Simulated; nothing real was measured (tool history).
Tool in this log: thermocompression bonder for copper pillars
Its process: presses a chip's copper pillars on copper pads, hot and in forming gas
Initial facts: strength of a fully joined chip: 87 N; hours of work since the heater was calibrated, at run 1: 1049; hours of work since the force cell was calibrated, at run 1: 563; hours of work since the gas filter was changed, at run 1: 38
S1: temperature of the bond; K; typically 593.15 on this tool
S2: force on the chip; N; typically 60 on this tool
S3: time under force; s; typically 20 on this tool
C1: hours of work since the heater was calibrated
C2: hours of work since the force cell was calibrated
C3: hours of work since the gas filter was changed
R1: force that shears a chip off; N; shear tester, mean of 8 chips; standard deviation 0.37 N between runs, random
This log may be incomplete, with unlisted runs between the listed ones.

run 1 hour=0.0 | S1=593.15 S2=60 S3=20 | C1=1049 C2=563 C3=38 | R1=39.8
run 2 hour=39.3 | S1=593.15 S2=60 S3=20 | C1=1078 C2=591 C3=66 | R1=39.5
run 3 hour=87.7 | S1=593.15 S2=60 S3=20 | C1=1112 C2=626 C3=101 | R1=39.1
run 4 hour=181.3 | S1=593.15 S2=60 S3=20 | C1=1179 C2=693 C3=168 | R1=37.4
-- hour=196.4 forming gas filter changed
run 5 hour=241.5 | S1=593.15 S2=60 S3=20 | C1=1222 C2=735 C3=32 | R1=39.7
run 6 hour=314.6 | S1=593.15 S2=60 S3=49 | C1=1274 C2=788 C3=84 | R1=51.5
-- hour=352.2 heater calibrated with a thermocouple chip
run 7 hour=385.9 | S1=593.15 S2=60 S3=49 | C1=24 C2=837 C3=134 | R1=53.5
-- hour=447.4 forming gas filter changed
-- hour=457.3 force cell calibrated
run 8 hour=457.3 | S1=593.15 S2=73 S3=20 | C1=74 C2=0 C3=6 | R1=51.1
run 9 hour=496.5 | S1=593.15 S2=73 S3=20 | C1=102 C2=28 C3=34 | R1=49.7
run 10 hour=588.1 | S1=593.15 S2=73 S3=20 | C1=167 C2=93 C3=99 | R1=48.1
-- hour=623.9 heater calibrated with a thermocouple chip, once more
run 11 hour=669.3 | S1=593.15 S2=73 S3=20 | C1=32 C2=150 C3=156 | R1=41.3
-- hour=700.8 forming gas filter changed
run 12 hour=756.4 | S1=593.15 S2=73 S3=20 | C1=94 C2=212 C3=40 | R1=43.5
run 13 hour=849.6 | S1=593.15 S2=73 S3=20 | C1=161 C2=279 C3=106 | R1=42.0
run 14 hour=927.6 | S1=593.15 S2=73 S3=20 | C1=217 C2=334 C3=162 | R1=41.3
-- hour=951.3 forming gas filter changed
run 15 hour=1011.9 | S1=606.15 S2=73 S3=20 | C1=277 C2=394 C3=43 | R1=47.5
run 16 hour=1094.6 | S1=606.15 S2=73 S3=20 | C1=336 C2=453 C3=102 | R1=46.4
run 17 hour=1144.3 | S1=606.15 S2=73 S3=38 | C1=371 C2=489 C3=138 | R1=55.7
-- hour=1199.9 forming gas filter changed
run 18 hour=1232.4 | S1=606.15 S2=73 S3=38 | C1=434 C2=551 C3=23 | R1=58.5
run 19 hour=1322.2 | S1=606.15 S2=73 S3=19 | C1=498 C2=615 C3=87 | R1=46.3
run 20 hour=1364.1 | S1=565.15 S2=60 S3=20 | C1=528 C2=645 C3=117 | R1=27.6
run 21 hour=1434.3 | S1=565.15 S2=60 S3=20 | C1=578 C2=696 C3=167 | R1=26.9
-- hour=1450.9 forming gas filter changed
run 22 hour=1484.3 | S1=565.15 S2=60 S3=20 | C1=613 C2=731 C3=24 | R1=29.0
run 23 hour=1571.7 | S1=565.15 S2=60 S3=20 | C1=676 C2=793 C3=86 | R1=29.0
run 24 hour=1662.0 | S1=584.15 S2=60 S3=23 | C1=740 C2=858 C3=151 | R1=34.9
-- hour=1697.6 forming gas filter changed
-- hour=1704.8 force cell calibrated
run 25 hour=1704.8 | S1=601.15 S2=57 S3=20 | C1=769 C2=0 C3=4 | R1=41.6
run 26 hour=1773.2 | S1=600.15 S2=60 S3=59 | C1=818 C2=49 C3=53 | R1=58.5
run 27 hour=1828.2 | S1=598.15 S2=74 S3=34 | C1=858 C2=88 C3=92 | R1=54.6

Run 28 has not been measured yet. What should we expect?
run 28 hour=1910.3 | S1=617.15 S2=86 S3=20 | C1=916 C2=147 C3=151 | R1=?

{"run 28": {"R1": 56.4}}
Take away the tool's hidden state, keep the run-to-run variation as it was, and the same run would have given R1 57.8 N.
